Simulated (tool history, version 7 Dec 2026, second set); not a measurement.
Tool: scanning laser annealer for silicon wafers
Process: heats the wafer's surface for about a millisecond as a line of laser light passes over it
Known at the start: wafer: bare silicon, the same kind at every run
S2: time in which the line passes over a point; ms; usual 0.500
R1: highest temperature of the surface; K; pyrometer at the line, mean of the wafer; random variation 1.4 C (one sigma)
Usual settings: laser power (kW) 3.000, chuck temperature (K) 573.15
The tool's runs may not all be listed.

run 1 hour=0.0 | laser_power_(kW)=3.000 S2=0.500 chuck_temperature_(K)=573.15 | R1=1253.15
run 2 hour=14.8 | laser_power_(kW)=3.000 S2=0.397 chuck_temperature_(K)=573.15 | R1=1169.15
run 3 hour=27.4 | laser_power_(kW)=3.000 S2=0.500 chuck_temperature_(K)=546.15 | R1=1223.15
run 4 hour=35.8 | laser_power_(kW)=3.000 S2=0.500 chuck_temperature_(K)=546.15 | R1=1224.15
run 5 hour=43.1 | laser_power_(kW)=3.000 S2=0.500 chuck_temperature_(K)=568.15 | R1=1247.15
run 6 hour=54.4 | laser_power_(kW)=2.693 S2=0.500 chuck_temperature_(K)=568.15 | R1=1165.15
run 7 hour=61.6 | laser_power_(kW)=2.693 S2=0.500 chuck_temperature_(K)=568.15 | R1=1162.15
run 8 hour=68.2 | laser_power_(kW)=2.693 S2=0.500 chuck_temperature_(K)=568.15 | R1=1163.15
-- hour=72.5 window over the wafer cleaned
run 9 hour=85.4 | laser_power_(kW)=2.693 S2=0.500 chuck_temperature_(K)=568.15 | R1=1177.15
run 10 hour=91.8 | laser_power_(kW)=2.693 S2=0.500 chuck_temperature_(K)=568.15 | R1=1176.15
run 11 hour=101.4 | laser_power_(kW)=3.000 S2=0.500 chuck_temperature_(K)=573.15 | R1=1263.15
run 12 hour=116.1 | laser_power_(kW)=3.000 S2=0.500 chuck_temperature_(K)=573.15 | R1=1265.15
run 13 hour=130.6 | laser_power_(kW)=3.000 S2=0.500 chuck_temperature_(K)=573.15 | R1=1262.15
run 14 hour=139.6 | laser_power_(kW)=3.000 S2=0.500 chuck_temperature_(K)=573.15 | R1=1262.15
run 15 hour=148.4 | laser_power_(kW)=3.000 S2=0.500 chuck_temperature_(K)=573.15 | R1=1260.15
run 16 hour=163.4 | laser_power_(kW)=3.000 S2=0.500 chuck_temperature_(K)=573.15 | R1=1261.15
run 17 hour=175.2 | laser_power_(kW)=3.000 S2=0.500 chuck_temperature_(K)=573.15 | R1=1262.15
run 18 hour=184.4 | laser_power_(kW)=3.000 S2=0.500 chuck_temperature_(K)=573.15 | R1=1261.15
run 19 hour=197.9 | laser_power_(kW)=2.800 S2=0.500 chuck_temperature_(K)=573.15 | R1=1208.15
run 20 hour=205.0 | laser_power_(kW)=2.800 S2=0.500 chuck_temperature_(K)=573.15 | R1=1206.15
run 21 hour=212.9 | laser_power_(kW)=2.800 S2=0.351 chuck_temperature_(K)=566.15 | R1=1088.15
run 22 hour=222.6 | laser_power_(kW)=2.800 S2=0.351 chuck_temperature_(K)=566.15 | R1=1088.15
run 23 hour=236.0 | laser_power_(kW)=2.800 S2=0.351 chuck_temperature_(K)=566.15 | R1=1087.15
run 24 hour=248.7 | laser_power_(kW)=2.907 S2=0.500 chuck_temperature_(K)=561.15 | R1=1223.15
run 25 hour=256.6 | laser_power_(kW)=2.907 S2=0.500 chuck_temperature_(K)=561.15 | R1=1224.15
run 26 hour=262.8 | laser_power_(kW)=3.070 S2=0.398 chuck_temperature_(K)=539.15 | R1=1164.15
run 27 hour=269.6 | laser_power_(kW)=3.070 S2=0.398 chuck_temperature_(K)=539.15 | R1=1164.15
run 28 hour=279.3 | laser_power_(kW)=3.070 S2=0.398 chuck_temperature_(K)=539.15 | R1=1162.15
run 29 hour=287.1 | laser_power_(kW)=3.070 S2=0.398 chuck_temperature_(K)=539.15 | R1=1160.15
run 30 hour=300.5 | laser_power_(kW)=3.070 S2=0.398 chuck_temperature_(K)=539.15 | R1=1163.15
run 31 hour=314.4 | laser_power_(kW)=3.070 S2=0.398 chuck_temperature_(K)=539.15 | R1=1162.15
run 32 hour=321.1 | laser_power_(kW)=3.070 S2=0.398 chuck_temperature_(K)=539.15 | R1=1161.15
run 33 hour=333.1 | laser_power_(kW)=2.844 S2=0.518 chuck_temperature_(K)=573.15 | R1=1229.15
run 34 hour=345.2 | laser_power_(kW)=2.844 S2=0.518 chuck_temperature_(K)=573.15 | R1=1229.15
run 35 hour=352.5 | laser_power_(kW)=2.844 S2=0.518 chuck_temperature_(K)=573.15 | R1=1228.15
run 36 hour=367.1 | laser_power_(kW)=3.145 S2=0.518 chuck_temperature_(K)=573.15 | R1=1309.15
run 37 hour=380.5 | laser_power_(kW)=2.703 S2=0.357 chuck_temperature_(K)=539.15 | R1=1042.15
run 38 hour=392.7 | laser_power_(kW)=3.000 S2=0.385 chuck_temperature_(K)=573.15 | R1=1165.15
run 39 hour=405.3 | laser_power_(kW)=3.000 S2=0.474 chuck_temperature_(K)=585.15 | R1=1249.15
run 40 hour=418.8 | laser_power_(kW)=2.709 S2=0.474 chuck_temperature_(K)=550.15 | R1=1140.15

4 ways to go on from here, each from the tool as it stands after run 40. What would each give?
run A hour=425.1 | laser_power_(kW)=3.194 S2=0.387 chuck_temperature_(K)=598.15 | R1=?
run B hour=425.1 | laser_power_(kW)=2.709 S2=0.474 chuck_temperature_(K)=550.15 | R1=?
run C hour=425.1 | laser_power_(kW)=2.709 S2=0.572 chuck_temperature_(K)=550.15 | R1=?
run D hour=425.1 | laser_power_(kW)=2.867 S2=0.582 chuck_temperature_(K)=597.15 | R1=?

run=A R1=1237.15
run=B R1=1139.15
run=C R1=1202.15
run=D R1=1301.15
Without the tool's hidden state the same runs would have given:
run=A R1=1255.15
run=B R1=1155.15
run=C R1=1220.15
run=D R1=1320.15

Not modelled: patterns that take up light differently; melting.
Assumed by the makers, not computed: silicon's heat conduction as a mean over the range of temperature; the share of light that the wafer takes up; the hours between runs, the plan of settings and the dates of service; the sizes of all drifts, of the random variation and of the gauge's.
